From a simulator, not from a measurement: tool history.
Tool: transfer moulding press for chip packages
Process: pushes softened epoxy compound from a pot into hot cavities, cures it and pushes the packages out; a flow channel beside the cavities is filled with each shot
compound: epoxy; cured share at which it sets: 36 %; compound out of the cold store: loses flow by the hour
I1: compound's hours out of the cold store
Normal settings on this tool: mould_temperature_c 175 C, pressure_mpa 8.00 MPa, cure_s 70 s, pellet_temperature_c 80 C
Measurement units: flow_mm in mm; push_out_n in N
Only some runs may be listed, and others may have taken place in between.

run 1 hour=0.0 | mould_temperature_c=175 pressure_mpa=8.00 cure_s=70 pellet_temperature_c=80 | I1=19.1 | flow_mm=754 push_out_n=525
run 2 hour=31.8 | mould_temperature_c=180 pressure_mpa=8.00 cure_s=70 pellet_temperature_c=80 | I1=47.1 | flow_mm=687 push_out_n=581
run 3 hour=63.1 | mould_temperature_c=175 pressure_mpa=6.22 cure_s=70 pellet_temperature_c=80 | I1=13.1 | flow_mm=667 push_out_n=994
run 4 hour=88.3 | mould_temperature_c=175 pressure_mpa=8.00 cure_s=70 pellet_temperature_c=85 | I1=38.7 | flow_mm=707 push_out_n=924
run 5 hour=115.3 | mould_temperature_c=175 pressure_mpa=8.00 cure_s=70 pellet_temperature_c=80 | I1=15.1 | flow_mm=753 push_out_n=958
run 6 hour=132.2 | mould_temperature_c=175 pressure_mpa=8.00 cure_s=70 pellet_temperature_c=80 | I1=44.9 | flow_mm=686 push_out_n=582
run 7 hour=149.1 | mould_temperature_c=175 pressure_mpa=8.00 cure_s=70 pellet_temperature_c=80 | I1=11.9 | flow_mm=792 push_out_n=782
run 8 hour=165.2 | mould_temperature_c=175 pressure_mpa=8.00 cure_s=58 pellet_temperature_c=80 | I1=18.7 | flow_mm=767 push_out_n=1388
run 9 hour=194.7 | mould_temperature_c=175 pressure_mpa=8.00 cure_s=70 pellet_temperature_c=80 | I1=37.7 | flow_mm=733 push_out_n=630
run 10 hour=208.5 | mould_temperature_c=175 pressure_mpa=8.00 cure_s=70 pellet_temperature_c=80 | I1=34.9 | flow_mm=735 push_out_n=737
run 11 hour=241.7 | mould_temperature_c=175 pressure_mpa=8.00 cure_s=54 pellet_temperature_c=80 | I1=36.9 | flow_mm=735 push_out_n=1705
run 12 hour=266.1 | mould_temperature_c=175 pressure_mpa=8.00 cure_s=54 pellet_temperature_c=80 | I1=8.9 | flow_mm=778 push_out_n=1408
run 13 hour=286.2 | mould_temperature_c=175 pressure_mpa=8.00 cure_s=54 pellet_temperature_c=77 | I1=41.0 | flow_mm=717 push_out_n=1614
run 14 hour=306.2 | mould_temperature_c=175 pressure_mpa=8.00 cure_s=54 pellet_temperature_c=77 | I1=28.4 | flow_mm=744 push_out_n=1730
run 15 hour=330.4 | mould_temperature_c=175 pressure_mpa=8.00 cure_s=58 pellet_temperature_c=77 | I1=18.0 | flow_mm=760 push_out_n=1227
run 16 hour=362.9 | mould_temperature_c=175 pressure_mpa=8.00 cure_s=58 pellet_temperature_c=77 | I1=33.1 | flow_mm=720 push_out_n=1362
run 17 hour=390.1 | mould_temperature_c=183 pressure_mpa=7.61 cure_s=56 pellet_temperature_c=72 | I1=14.2 | flow_mm=720 push_out_n=706
run 18 hour=416.2 | mould_temperature_c=175 pressure_mpa=6.27 cure_s=56 pellet_temperature_c=72 | I1=14.1 | flow_mm=667 push_out_n=1559
run 19 hour=450.3 | mould_temperature_c=175 pressure_mpa=6.27 cure_s=56 pellet_temperature_c=72 | I1=36.2 | flow_mm=630 push_out_n=1188
run 20 hour=477.1 | mould_temperature_c=175 pressure_mpa=6.27 cure_s=56 pellet_temperature_c=72 | I1=22.7 | flow_mm=652 push_out_n=1517
run 21 hour=501.7 | mould_temperature_c=175 pressure_mpa=6.33 cure_s=64 pellet_temperature_c=72 | I1=10.1 | flow_mm=681 push_out_n=807
run 22 hour=525.4 | mould_temperature_c=181 pressure_mpa=7.90 cure_s=86 pellet_temperature_c=78 | I1=21.9 | flow_mm=711 push_out_n=497
run 23 hour=554.8 | mould_temperature_c=181 pressure_mpa=7.90 cure_s=86 pellet_temperature_c=78 | I1=34.2 | flow_mm=727 push_out_n=541
run 24 hour=576.4 | mould_temperature_c=171 pressure_mpa=7.90 cure_s=58 pellet_temperature_c=78 | I1=13.6 | flow_mm=789 push_out_n=1596
run 25 hour=591.8 | mould_temperature_c=175 pressure_mpa=9.12 cure_s=58 pellet_temperature_c=78 | I1=23.3 | flow_mm=819 push_out_n=1298
run 26 hour=609.2 | mould_temperature_c=170 pressure_mpa=9.19 cure_s=84 pellet_temperature_c=87 | I1=12.6 | flow_mm=854 push_out_n=785
run 27 hour=630.5 | mould_temperature_c=170 pressure_mpa=7.62 cure_s=84 pellet_temperature_c=87 | I1=30.2 | flow_mm=751 push_out_n=592
run 28 hour=652.2 | mould_temperature_c=175 pressure_mpa=7.60 cure_s=58 pellet_temperature_c=80 | I1=12.5 | flow_mm=758 push_out_n=1408

Missing from the log above: 14 entries noted between runs. For each, name the pair of listed runs it sits between and say how the tool's hidden condition differs from the listed run just before to the listed run just after:
In the gap between runs 2 and 3: cavities cleaned with cleaning compound and waxed (hour 61.0)
  true mould temperature over the reading, C: -0.18 -> -0.2; pressure that reaches the compound, % of what is set: 93.42 -> 92.74; grip of the stained cavities, % over clean ones': 53.5 -> 85.9
  measured less the result without the state, flow_mm: -23 -> -25 mm; push_out_n: +204 -> +469 N
In the gap between runs 5 and 6: cavities cleaned with cleaning compound and waxed (hour 122.0)
  true mould temperature over the reading, C: -0.24 -> -0.25; pressure that reaches the compound, % of what is set: 91.56 -> 91.25; grip of the stained cavities, % over clean ones': 82.7 -> 23.4
  measured less the result without the state, flow_mm: -33 -> -32 mm; push_out_n: +443 -> +119 N
In the gap between runs 6 and 7: plunger's sealing rings changed (hour 139.7)
  true mould temperature over the reading, C: -0.25 -> -0.26; pressure that reaches the compound, % of what is set: 91.25 -> 99.28; grip of the stained cavities, % over clean ones': 23.4 -> 44.4
  measured less the result without the state, flow_mm: -32 -> -2 mm; push_out_n: +119 -> +250 N
In the gap between runs 8 and 9: cavities cleaned with cleaning compound and waxed (hour 184.5)
  true mould temperature over the reading, C: -0.28 -> -0.29; pressure that reaches the compound, % of what is set: 98.95 -> 98.36; grip of the stained cavities, % over clean ones': 58.4 -> 25.6
  measured less the result without the state, flow_mm: -4 -> -5 mm; push_out_n: +530 -> +139 N
In the gap between runs 11 and 12: cavities cleaned with cleaning compound and waxed (hour 245.0); cavities cleaned with cleaning compound and waxed, once more (hour 254.1)
  true mould temperature over the reading, C: -0.33 -> -0.34; pressure that reaches the compound, % of what is set: 97.37 -> 96.9; grip of the stained cavities, % over clean ones': 69.7 -> 28.3
  measured less the result without the state, flow_mm: -9 -> -12 mm; push_out_n: +724 -> +333 N
In the gap between runs 14 and 15: cavities cleaned with cleaning compound and waxed (hour 315.0)
  true mould temperature over the reading, C: -0.37 -> -0.39; pressure that reaches the compound, % of what is set: 95.98 -> 95.49; grip of the stained cavities, % over clean ones': 67 -> 33.4
  measured less the result without the state, flow_mm: -15 -> -17 mm; push_out_n: +719 -> +334 N
In the gap between runs 15 and 16: mould's thermocouples calibrated (hour 341.1)
  true mould temperature over the reading, C: -0.39 -> -0.3; pressure that reaches the compound, % of what is set: 95.49 -> 94.8; grip of the stained cavities, % over clean ones': 33.4 -> 64.1
  measured less the result without the state, flow_mm: -17 -> -19 mm; push_out_n: +334 -> +551 N
In the gap between runs 16 and 17: cavities cleaned with cleaning compound and waxed (hour 378.3)
  true mould temperature over the reading, C: -0.3 -> -0.31; pressure that reaches the compound, % of what is set: 94.8 -> 94.27; grip of the stained cavities, % over clean ones': 64.1 -> 25.1
  measured less the result without the state, flow_mm: -19 -> -21 mm; push_out_n: +551 -> +153 N
In the gap between runs 18 and 19: cavities cleaned with cleaning compound and waxed (hour 439.1)
  true mould temperature over the reading, C: -0.33 -> -0.36; pressure that reaches the compound, % of what is set: 93.65 -> 92.92; grip of the stained cavities, % over clean ones': 58.5 -> 25.8
  measured less the result without the state, flow_mm: -21 -> -22 mm; push_out_n: +596 -> +267 N
In the gap between runs 20 and 21: cavities cleaned with cleaning compound and waxed (hour 498.2)
  true mould temperature over the reading, C: -0.38 -> -0.4; pressure that reaches the compound, % of what is set: 92.33 -> 91.82; grip of the stained cavities, % over clean ones': 57.8 -> 11.6
  measured less the result without the state, flow_mm: -25 -> -28 mm; push_out_n: +579 -> +106 N
In the gap between runs 22 and 23: plunger's sealing rings changed (hour 540.1)
  true mould temperature over the reading, C: -0.41 -> -0.43; pressure that reaches the compound, % of what is set: 91.36 -> 99.63; grip of the stained cavities, % over clean ones': 48 -> 68.3
  measured less the result without the state, flow_mm: -32 -> +0 mm; push_out_n: +161 -> +218 N
In the gap between runs 23 and 24: cavities cleaned with cleaning compound and waxed (hour 560.9)
  true mould temperature over the reading, C: -0.43 -> -0.44; pressure that reaches the compound, % of what is set: 99.63 -> 99.21; grip of the stained cavities, % over clean ones': 68.3 -> 32.7
  measured less the result without the state, flow_mm: +0 -> -2 mm; push_out_n: +218 -> +422 N
In the gap between runs 26 and 27: cavities cleaned with cleaning compound and waxed (hour 620.8)
  true mould temperature over the reading, C: -0.47 -> -0.48; pressure that reaches the compound, % of what is set: 98.48 -> 98.05; grip of the stained cavities, % over clean ones': 64.2 -> 22.2
  measured less the result without the state, flow_mm: -5 -> -6 mm; push_out_n: +325 -> +123 N

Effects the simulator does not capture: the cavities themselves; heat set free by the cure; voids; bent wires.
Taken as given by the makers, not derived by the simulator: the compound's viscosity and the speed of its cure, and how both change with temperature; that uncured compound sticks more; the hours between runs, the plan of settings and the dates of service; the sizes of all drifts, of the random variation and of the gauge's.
